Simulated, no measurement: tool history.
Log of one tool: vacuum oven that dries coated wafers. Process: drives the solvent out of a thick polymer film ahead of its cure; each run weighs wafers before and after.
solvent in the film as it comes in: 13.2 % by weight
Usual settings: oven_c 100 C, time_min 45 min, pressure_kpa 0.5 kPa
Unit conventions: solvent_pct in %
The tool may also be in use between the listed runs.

Run 1, day 0: usual settings. Result: solvent_pct 2.93 %.
Run 2, day 1.008: usual settings. Result: solvent_pct 2.97 %.
Run 3, day 1.783: usual settings but oven_c 94 C. Result: solvent_pct 4.62 %.
Run 4, day 2.925: usual settings but oven_c 94 C. Result: solvent_pct 4.72 %.
Run 5, day 4.404: usual settings but oven_c 94 C. Result: solvent_pct 4.77 %.
Run 6, day 5.9: usual settings. Result: solvent_pct 3 %.
Run 7, day 7.346: usual settings but pressure_kpa 0.756 kPa. Result: solvent_pct 3.08 %.
Run 8, day 8.483: usual settings but pressure_kpa 0.756 kPa. Result: solvent_pct 3.16 %.
Run 9, day 9.979: usual settings but time_min 49 min. Result: solvent_pct 2.78 %.
Run 10, day 11.267: usual settings but time_min 49 min. Result: solvent_pct 2.74 %.
Run 11, day 12.512: usual settings but time_min 49 min. Result: solvent_pct 2.7 %.
Run 12, day 13.479: usual settings but time_min 49 min. Result: solvent_pct 2.74 %.
Run 13, day 14.167: usual settings but time_min 49 min. Result: solvent_pct 2.74 %.
Run 14, day 14.925: usual settings but oven_c 101 C, time_min 49 min. Result: solvent_pct 2.4 %.
Run 15, day 16.146: usual settings but oven_c 101 C, time_min 49 min. Result: solvent_pct 2.38 %.
Run 16, day 17.525: usual settings but oven_c 88 C, time_min 29 min, pressure_kpa 0.272 kPa. Result: solvent_pct 7.49 %.
Run 17, day 19.021: usual settings but oven_c 88 C, time_min 29 min, pressure_kpa 0.272 kPa. Result: solvent_pct 7.64 %.
Run 18, day 19.975: usual settings but oven_c 89 C, time_min 59 min, pressure_kpa 0.618 kPa. Result: solvent_pct 5.17 %.
Run 19, day 21.521: usual settings but oven_c 96 C, time_min 36 min, pressure_kpa 1.06 kPa. Result: solvent_pct 5.23 %.
Run 20, day 22.571: usual settings but oven_c 102 C, time_min 36 min, pressure_kpa 1.06 kPa. Result: solvent_pct 3.43 %.
Run 21, day 24.008: usual settings but oven_c 97 C, time_min 36 min, pressure_kpa 1.087 kPa. Result: solvent_pct 4.82 %.
Run 22, day 25.617: usual settings but oven_c 108 C, time_min 36 min, pressure_kpa 1.49 kPa. Result: solvent_pct 2.03 %.
Run 23, day 27.017: usual settings but oven_c 108 C, time_min 36 min, pressure_kpa 1.49 kPa. Result: solvent_pct 2.04 %.
Run 24, day 27.712: usual settings but oven_c 87 C, time_min 38 min, pressure_kpa 0.84 kPa. Result: solvent_pct 7.17 %.
Run 25, day 28.658: usual settings but oven_c 87 C, time_min 38 min, pressure_kpa 0.84 kPa. Result: solvent_pct 7.07 %.
Run 26, day 29.325: usual settings but oven_c 87 C, time_min 38 min, pressure_kpa 0.84 kPa. Result: solvent_pct 7.16 %.
Run 27, day 30.462: usual settings but oven_c 87 C, time_min 38 min, pressure_kpa 0.84 kPa. Result: solvent_pct 7.19 %.

Withheld: 1 entry from between the runs. Position of each, and hidden state at the listed run before versus the listed run after:
After run 2, before run 3: oven's thermocouples calibrated (day 1.783)
  true wafer temperature over the reading, C: 0.21 -> -0.03

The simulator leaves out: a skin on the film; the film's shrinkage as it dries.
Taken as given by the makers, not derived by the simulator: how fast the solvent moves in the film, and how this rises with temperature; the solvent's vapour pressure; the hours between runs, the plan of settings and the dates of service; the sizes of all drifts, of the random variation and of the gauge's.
